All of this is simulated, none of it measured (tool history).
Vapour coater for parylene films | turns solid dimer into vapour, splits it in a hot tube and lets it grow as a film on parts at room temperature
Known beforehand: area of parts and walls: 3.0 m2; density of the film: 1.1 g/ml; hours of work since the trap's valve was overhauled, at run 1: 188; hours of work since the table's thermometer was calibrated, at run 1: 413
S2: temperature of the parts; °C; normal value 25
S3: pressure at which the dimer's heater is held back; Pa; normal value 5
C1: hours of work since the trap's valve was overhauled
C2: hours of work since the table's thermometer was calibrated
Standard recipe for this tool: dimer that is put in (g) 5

run 1 hour=0 | dimer_that_is_put_in_(g)=5 S2=25 S3=5 | C1=188 C2=413 | thickness_of_the_film_(µm)=0.742
run 2 hour=22.7 | dimer_that_is_put_in_(g)=5 S2=25 S3=5 | C1=205 C2=430 | thickness_of_the_film_(µm)=0.736
run 3 hour=57.3 | dimer_that_is_put_in_(g)=5 S2=25 S3=5 | C1=231 C2=456 | thickness_of_the_film_(µm)=0.736
run 4 hour=92.5 | dimer_that_is_put_in_(g)=5 S2=25 S3=5 | C1=258 C2=483 | thickness_of_the_film_(µm)=0.736
-- hour=97.3 table's thermometer calibrated
-- hour=116.7 trap's valve overhauled
run 5 hour=142.7 | dimer_that_is_put_in_(g)=5 S2=25 S3=5 | C1=20 C2=31 | thickness_of_the_film_(µm)=0.784
run 6 hour=175.7 | dimer_that_is_put_in_(g)=5 S2=25 S3=5 | C1=45 C2=56 | thickness_of_the_film_(µm)=0.776
run 7 hour=211.1 | dimer_that_is_put_in_(g)=5 S2=25 S3=7.26 | C1=71 C2=83 | thickness_of_the_film_(µm)=0.74
run 8 hour=233.9 | dimer_that_is_put_in_(g)=4 S2=25 S3=5 | C1=89 C2=100 | thickness_of_the_film_(µm)=0.614
run 9 hour=270.2 | dimer_that_is_put_in_(g)=4 S2=25 S3=5 | C1=116 C2=128 | thickness_of_the_film_(µm)=0.614

Run 10 is up next; what results do you expect?
run 10 hour=288.9 | dimer_that_is_put_in_(g)=4 S2=25 S3=5 | C1=130 C2=142 | thickness_of_the_film_(µm)=?

{"run 10": {"thickness of the film (µm)": 0.614}}
With no hidden state in the tool, this same run would have given thickness of the film (µm) 0.606.
